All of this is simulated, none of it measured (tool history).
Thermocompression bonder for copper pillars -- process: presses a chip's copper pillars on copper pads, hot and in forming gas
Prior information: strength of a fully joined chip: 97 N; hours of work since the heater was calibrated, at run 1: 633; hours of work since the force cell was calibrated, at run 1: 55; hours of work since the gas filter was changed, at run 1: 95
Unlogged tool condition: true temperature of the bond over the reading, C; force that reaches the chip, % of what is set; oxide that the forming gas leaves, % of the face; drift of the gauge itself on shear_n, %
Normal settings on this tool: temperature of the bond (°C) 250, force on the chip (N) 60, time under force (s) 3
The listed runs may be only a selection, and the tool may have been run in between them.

run	hour	temperature of the bond (°C)	force on the chip (N)	time under force (s)	hours of work since the heater was calibrated	hours of work since the force cell was calibrated	hours of work since the gas filter was changed	force that shears a chip off (N)
1	0.0	250	60	3	633	55	95	51.2
2	11.3	269	60	3	639	62	101	65.2
3	19.8	250	60	3	644	66	106	51.3
4	27.2	278	60	3	648	71	110	70.5
5	38.8	278	60	3	655	77	117	70.7
6	47.8	278	60	3	660	82	122	72.2
7	61.1	250	60	3	667	90	129	51.1
8	67.9	238	60	3	671	94	133	43.6
9	76.0	250	60	2	676	98	138	44.3
10	84.7	250	58	3	681	103	142	49.7
11	95.2	250	58	3	687	109	148	49.5
12	105.7	250	58	3	692	115	154	50.0
13	117.7	250	58	3	699	122	161	49.3
14	125.7	250	60	3	704	126	166	51.0
15	131.6	250	60	3	707	130	169	51.4
16	140.3	250	52	3	712	134	174	44.2
17	147.8	250	52	3	716	139	178	44.4
18	155.0	250	36	3	720	143	182	29.4
19	162.2	250	36	3	724	147	186	29.1
20	170.8	250	36	3	729	152	191	29.1
21	185.3	250	36	3	737	160	199	30.0
22	199.2	250	36	3	745	168	207	29.9
23	205.2	250	36	3	749	171	211	28.4
24	217.5	250	36	3	756	178	217	28.5
25	228.7	250	36	3	762	184	224	29.0
26	241.4	250	71	3	769	192	231	60.4
27	253.6	245	73	3	776	199	238	56.8
28	268.1	243	59	3	784	207	246	46.1
29	281.6	241	60	5	792	214	254	52.9
30	291.5	241	77	2	797	220	259	49.2
31	305.8	242	60	4	806	228	267	49.0
32	312.0	242	60	4	809	231	271	50.9
33	318.0	242	60	3	812	235	274	45.5
34	331.4	260	70	3	820	242	282	67.1
35	337.2	260	88	3	823	246	285	77.4
36	343.7	256	58	4	827	249	289	58.2
37	355.3	250	60	7	833	256	295	66.4
38	363.6	250	60	7	838	261	300	65.8
# hour 373.4: forming gas filter changed
39	376.4	250	60	7	845	268	2	65.5

Entry by entry between the runs, the difference in hidden state between the last listed run before and the first listed run after:
Runs 38 to 39: forming gas filter changed (hour 373.4)
  oxide that the forming gas leaves, % of the face: 0.69 -> 0.5
